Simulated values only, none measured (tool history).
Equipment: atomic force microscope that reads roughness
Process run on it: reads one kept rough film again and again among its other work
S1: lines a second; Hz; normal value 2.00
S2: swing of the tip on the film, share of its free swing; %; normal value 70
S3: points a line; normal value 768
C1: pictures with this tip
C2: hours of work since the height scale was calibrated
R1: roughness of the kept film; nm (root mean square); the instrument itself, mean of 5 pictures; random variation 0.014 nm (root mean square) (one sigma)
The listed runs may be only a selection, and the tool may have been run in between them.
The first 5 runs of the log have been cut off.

run,hour,S1,S2,S3,C1,C2,R1
6,156.9,0.86,70,768,59,877,3.298
7,193.9,0.86,70,768,106,894,3.198
8,229.5,0.86,70,768,151,910,3.051
9,278.3,0.86,70,768,213,931,2.904
10,325.6,0.86,70,768,274,952,2.777
11,348.4,2.00,70,768,303,963,2.625
12,391.3,2.00,70,768,357,982,2.534
# hour 406.8: new tip fitted
13,439.6,3.63,70,768,42,1003,3.162
14,461.3,3.63,70,768,69,1013,3.081
15,509.7,3.63,70,1015,131,1034,2.943
# hour 513.6: height scale calibrated on a step standard
16,538.7,1.33,89,343,166,11,2.819
17,579.9,3.04,57,384,219,29,2.844
18,601.2,3.04,57,384,246,39,2.800
# hour 629.0: height scale calibrated on a step standard, once more
19,637.0,1.77,64,703,290,4,2.754
20,670.1,1.73,89,556,332,18,2.459
# hour 705.1: new tip fitted
21,711.0,3.58,88,311,7,36,2.886
22,746.7,0.99,87,906,53,52,3.238
23,768.2,0.72,87,906,80,62,3.227
24,806.8,0.72,87,906,129,79,3.079
25,849.3,0.72,87,906,183,98,2.972
26,893.2,0.89,63,390,239,117,2.889
27,918.6,2.82,67,618,271,129,2.722
28,958.6,2.82,67,618,322,146,2.604
29,984.1,0.84,60,486,354,158,2.678
# hour 1004.4: new tip fitted
30,1026.8,0.84,63,486,28,176,3.453

Forecast each of these 3 alternatives for the next run:
A,1074.0,2.45,63,486,88,198,?
B,1074.0,1.64,55,916,88,198,?
C,1074.0,2.00,70,805,88,198,?

run,R1
A,3.189
B,3.289
C,3.166
With no hidden state in the tool, these same runs would have given:
run,R1
A,3.474
B,3.583
C,3.449
